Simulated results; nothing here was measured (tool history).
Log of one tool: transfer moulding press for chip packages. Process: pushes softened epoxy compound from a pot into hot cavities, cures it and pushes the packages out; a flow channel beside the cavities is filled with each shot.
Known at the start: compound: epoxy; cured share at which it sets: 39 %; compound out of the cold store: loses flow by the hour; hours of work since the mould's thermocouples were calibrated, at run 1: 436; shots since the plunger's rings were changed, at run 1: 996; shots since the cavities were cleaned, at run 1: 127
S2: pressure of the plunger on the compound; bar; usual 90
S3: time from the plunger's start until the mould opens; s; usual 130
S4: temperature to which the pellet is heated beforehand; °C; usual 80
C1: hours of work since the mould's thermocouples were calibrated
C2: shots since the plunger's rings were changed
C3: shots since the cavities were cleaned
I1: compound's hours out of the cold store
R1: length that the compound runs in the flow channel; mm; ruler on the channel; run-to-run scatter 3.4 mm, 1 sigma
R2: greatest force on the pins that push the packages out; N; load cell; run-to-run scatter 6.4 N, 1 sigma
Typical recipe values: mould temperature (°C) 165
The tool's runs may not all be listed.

run 1 day=0 | mould_temperature_(°C)=165 S2=90 S3=130 S4=80 | C1=436 C2=996 C3=127 | I1=21.2 | R1=967 R2=304
run 2 day=1.462 | mould_temperature_(°C)=165 S2=90 S3=115 S4=80 | C1=457 C2=1311 C3=442 | I1=42.7 | R1=885 R2=414
-- day=2.842 cavities cleaned with cleaning compound and waxed
run 3 day=3.946 | mould_temperature_(°C)=172 S2=90 S3=115 S4=80 | C1=493 C2=1831 C3=238 | I1=39.1 | R1=862 R2=432
-- day=6.25 cavities cleaned with cleaning compound and waxed
run 4 day=6.938 | mould_temperature_(°C)=172 S2=90 S3=115 S4=80 | C1=536 C2=2460 C3=148 | I1=39.7 | R1=853 R2=284
-- day=8.288 cavities cleaned with cleaning compound and waxed, once more
run 5 day=9.533 | mould_temperature_(°C)=172 S2=90 S3=115 S4=80 | C1=574 C2=3005 C3=267 | I1=23.3 | R1=894 R2=308
-- day=11.204 mould's thermocouples calibrated
-- day=11.858 cavities cleaned with cleaning compound and waxed
run 6 day=12.3 | mould_temperature_(°C)=172 S2=90 S3=115 S4=80 | C1=15 C2=3569 C3=96 | I1=44.8 | R1=819 R2=263
run 7 day=14.183 | mould_temperature_(°C)=172 S2=90 S3=115 S4=80 | C1=43 C2=3973 C3=500 | I1=25 | R1=875 R2=343
-- day=15.312 cavities cleaned with cleaning compound and waxed
run 8 day=16.167 | mould_temperature_(°C)=172 S2=90 S3=115 S4=80 | C1=71 C2=4386 C3=183 | I1=36.1 | R1=838 R2=285
-- day=17.229 plunger's sealing rings changed
run 9 day=17.958 | mould_temperature_(°C)=165 S2=90 S3=130 S4=80 | C1=96 C2=157 C3=546 | I1=19.5 | R1=974 R2=381
-- day=18.742 cavities cleaned with cleaning compound and waxed
run 10 day=20.329 | mould_temperature_(°C)=166 S2=90 S3=130 S4=80 | C1=130 C2=653 C3=341 | I1=17.7 | R1=968 R2=342
-- day=22.238 cavities cleaned with cleaning compound and waxed
run 11 day=22.421 | mould_temperature_(°C)=168 S2=90 S3=130 S4=80 | C1=160 C2=1089 C3=39 | I1=27.8 | R1=917 R2=253
run 12 day=25.004 | mould_temperature_(°C)=165 S2=90 S3=130 S4=80 | C1=198 C2=1644 C3=594 | I1=22.9 | R1=946 R2=392
-- day=25.675 cavities cleaned with cleaning compound and waxed
run 13 day=26.362 | mould_temperature_(°C)=165 S2=90 S3=158 S4=80 | C1=217 C2=1923 C3=148 | I1=22.7 | R1=946 R2=283
run 14 day=27.812 | mould_temperature_(°C)=165 S2=90 S3=158 S4=80 | C1=239 C2=2234 C3=459 | I1=32 | R1=907 R2=332
-- day=29.079 cavities cleaned with cleaning compound and waxed
run 15 day=29.388 | mould_temperature_(°C)=160 S2=79 S3=160 S4=86 | C1=261 C2=2560 C3=67 | I1=25.1 | R1=893 R2=284
run 16 day=31.488 | mould_temperature_(°C)=165 S2=90 S3=130 S4=74 | C1=292 C2=3011 C3=518 | I1=42 | R1=866 R2=376
-- day=32.392 cavities cleaned with cleaning compound and waxed
run 17 day=34.271 | mould_temperature_(°C)=171 S2=83.8 S3=142 S4=77 | C1=332 C2=3596 C3=404 | I1=40.2 | R1=811 R2=332
-- day=35.808 cavities cleaned with cleaning compound and waxed
run 18 day=35.808 | mould_temperature_(°C)=165 S2=103.7 S3=130 S4=84 | C1=354 C2=3913 C3=0 | I1=25.4 | R1=974 R2=248
run 19 day=38.192 | mould_temperature_(°C)=163 S2=74.8 S3=113 S4=88 | C1=389 C2=4425 C3=512 | I1=9.7 | R1=878 R2=565
-- day=39.225 plunger's sealing rings changed
-- day=39.288 cavities cleaned with cleaning compound and waxed
run 20 day=40.062 | mould_temperature_(°C)=165 S2=86.8 S3=130 S4=71 | C1=414 C2=168 C3=168 | I1=33.2 | R1=913 R2=309
run 21 day=41.871 | mould_temperature_(°C)=165 S2=86.8 S3=130 S4=71 | C1=441 C2=556 C3=556 | I1=34.1 | R1=909 R2=367
-- day=42.6 cavities cleaned with cleaning compound and waxed
run 22 day=43.988 | mould_temperature_(°C)=165 S2=90 S3=130 S4=84 | C1=471 C2=997 C3=298 | I1=32.2 | R1=922 R2=350
-- day=46.088 cavities cleaned with cleaning compound and waxed
run 23 day=46.779 | mould_temperature_(°C)=159 S2=105.5 S3=147 S4=82 | C1=511 C2=1584 C3=149 | I1=43 | R1=994 R2=333
-- day=49.429 cavities cleaned with cleaning compound and waxed
run 24 day=49.621 | mould_temperature_(°C)=159 S2=105.5 S3=147 S4=82 | C1=552 C2=2181 C3=40 | I1=32.5 | R1=1024 R2=295
run 25 day=51.396 | mould_temperature_(°C)=165 S2=90 S3=168 S4=89 | C1=578 C2=2563 C3=422 | I1=37.4 | R1=891 R2=324
-- day=52.688 mould's thermocouples calibrated
-- day=52.95 cavities cleaned with cleaning compound and waxed
run 26 day=53.467 | mould_temperature_(°C)=165 S2=90 S3=128 S4=80 | C1=11 C2=2977 C3=111 | I1=32.2 | R1=902 R2=285

Some steps in R1, run to run, broken into two amounts with sign: the step expected even without the hidden condition (settings, incoming material, random variation), and the rest, left for the hidden condition together with whatever gauge scatter is not in both the measured and the hidden-condition-free result:
The tool's hidden condition here consists of: true mould temperature over the reading, C; pressure that reaches the compound, % of what is set; grip of the stained cavities, % over clean ones'; drift of the gauge itself on flow_mm, %; drift of the gauge itself on push_out_n, %.
Run 8 -> 9: mould temperature (°C) 172 -> 165, S3 115 -> 130, plunger's sealing rings changed. R1 +136 mm: hidden state +46, all else +90.
Run 17 -> 18: mould temperature (°C) 171 -> 165, S2 83.8 -> 103.7, S3 142 -> 130, S4 77 -> 84, cavities cleaned with cleaning compound and waxed. R1 +163 mm: hidden state -11, all else +174.
Run 19 -> 20: mould temperature (°C) 163 -> 165, S2 74.8 -> 86.8, S3 113 -> 130, S4 88 -> 71, plunger's sealing rings changed, cavities cleaned with cleaning compound and waxed. R1 +35 mm: hidden state +51, all else -16.
